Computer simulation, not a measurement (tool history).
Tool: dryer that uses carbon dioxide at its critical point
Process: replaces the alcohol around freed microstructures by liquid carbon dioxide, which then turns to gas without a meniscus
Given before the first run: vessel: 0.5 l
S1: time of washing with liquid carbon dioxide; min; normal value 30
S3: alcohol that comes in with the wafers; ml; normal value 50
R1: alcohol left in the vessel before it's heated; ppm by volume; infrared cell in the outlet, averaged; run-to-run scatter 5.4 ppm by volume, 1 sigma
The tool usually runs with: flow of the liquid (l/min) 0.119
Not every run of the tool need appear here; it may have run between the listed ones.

Run 1, hour 0: usual settings. Result: R1 246 ppm by volume.
Run 2, hour 44.5: usual settings. Result: R1 280 ppm by volume.
Run 3, hour 101: usual settings. Result: R1 299 ppm by volume.
Run 4, hour 127.9: usual settings. Result: R1 319 ppm by volume.
Run 5, hour 180.8: usual settings. Result: R1 359 ppm by volume.
Run 6, hour 216.9: usual settings but flow of the liquid (l/min) 0.114. Result: R1 461 ppm by volume.
Run 7, hour 251.2: usual settings but flow of the liquid (l/min) 0.114. Result: R1 507 ppm by volume.
Run 8, hour 300.2: usual settings but S3 41 ml. Result: R1 367 ppm by volume.
Run 9, hour 350.8: usual settings but S3 41 ml. Result: R1 397 ppm by volume.
At hour 362: inlet filter changed.
Run 10, hour 386.7: usual settings but S1 36 min. Result: R1 123 ppm by volume.
Run 11, hour 431.8: usual settings but S1 36 min. Result: R1 149 ppm by volume.
Run 12, hour 459.8: usual settings but S1 36 min. Result: R1 146 ppm by volume.
Run 13, hour 500.2: usual settings but S1 36 min. Result: R1 158 ppm by volume.
Run 14, hour 558.8: usual settings but S1 36 min. Result: R1 165 ppm by volume.
Run 15, hour 599.7: usual settings. Result: R1 314 ppm by volume.
Run 16, hour 635.2: usual settings but S1 32 min, flow of the liquid (l/min) 0.113, S3 59 ml. Result: R1 355 ppm by volume.
Run 17, hour 680.8: usual settings but S1 32 min, flow of the liquid (l/min) 0.178, S3 22 ml. Result: R1 139 ppm by volume.
Run 18, hour 708.7: usual settings but S1 36 min, flow of the liquid (l/min) 0.148, S3 22 ml. Result: R1 130 ppm by volume.
Run 19, hour 740.6: usual settings but S1 36 min, flow of the liquid (l/min) 0.148, S3 22 ml. Result: R1 143 ppm by volume.
Run 20, hour 778.6: usual settings but S1 36 min, flow of the liquid (l/min) 0.148, S3 22 ml. Result: R1 146 ppm by volume.
Run 21, hour 821.4: usual settings but S1 36 min, flow of the liquid (l/min) 0.148, S3 22 ml. Result: R1 158 ppm by volume.
Run 22, hour 845.4: usual settings but S1 35 min, flow of the liquid (l/min) 0.114, S3 31 ml. Result: R1 247 ppm by volume.
Run 23, hour 886.2: usual settings but S1 20 min, flow of the liquid (l/min) 0.073, S3 88 ml. Result: R1 18414 ppm by volume.
Run 24, hour 920.6: usual settings but S1 41 min, S3 26 ml. Result: R1 185 ppm by volume.
Run 25, hour 968.4: usual settings but S1 41 min, flow of the liquid (l/min) 0.084, S3 22 ml. Result: R1 392 ppm by volume.
Run 26, hour 995.1: usual settings but S1 32 min, flow of the liquid (l/min) 0.095, S3 22 ml. Result: R1 584 ppm by volume.
At hour 1007.3: inlet filter changed.
Run 27, hour 1022.4: usual settings but flow of the liquid (l/min) 0.11, S3 48 ml. Result: R1 368 ppm by volume.
Run 28, hour 1073.5: usual settings but S1 38 min, flow of the liquid (l/min) 0.105, S3 39 ml. Result: R1 238 ppm by volume.
Run 29, hour 1120.8: usual settings but S1 19 min, flow of the liquid (l/min) 0.161, S3 103 ml. Result: R1 909 ppm by volume.

3 ways to go on from here, each from the tool as it stands after run 29. What would each give?
Run A, hour 1165.3: usual settings but S1 20 min, flow of the liquid (l/min) 0.088, S3 32 ml. Result: R1 ?.
Run B, hour 1165.3: usual settings but S1 40 min, S3 25 ml. Result: R1 ?.
Run C, hour 1165.3: usual settings but S1 26 min, flow of the liquid (l/min) 0.073. Result: R1 ?.

run    R1
  A  3199
  B   190
  C  3912
With the hidden condition removed and each run's random variation left untouched, the same runs would have given:
run    R1
  A  2595
  B     6
  C  3183
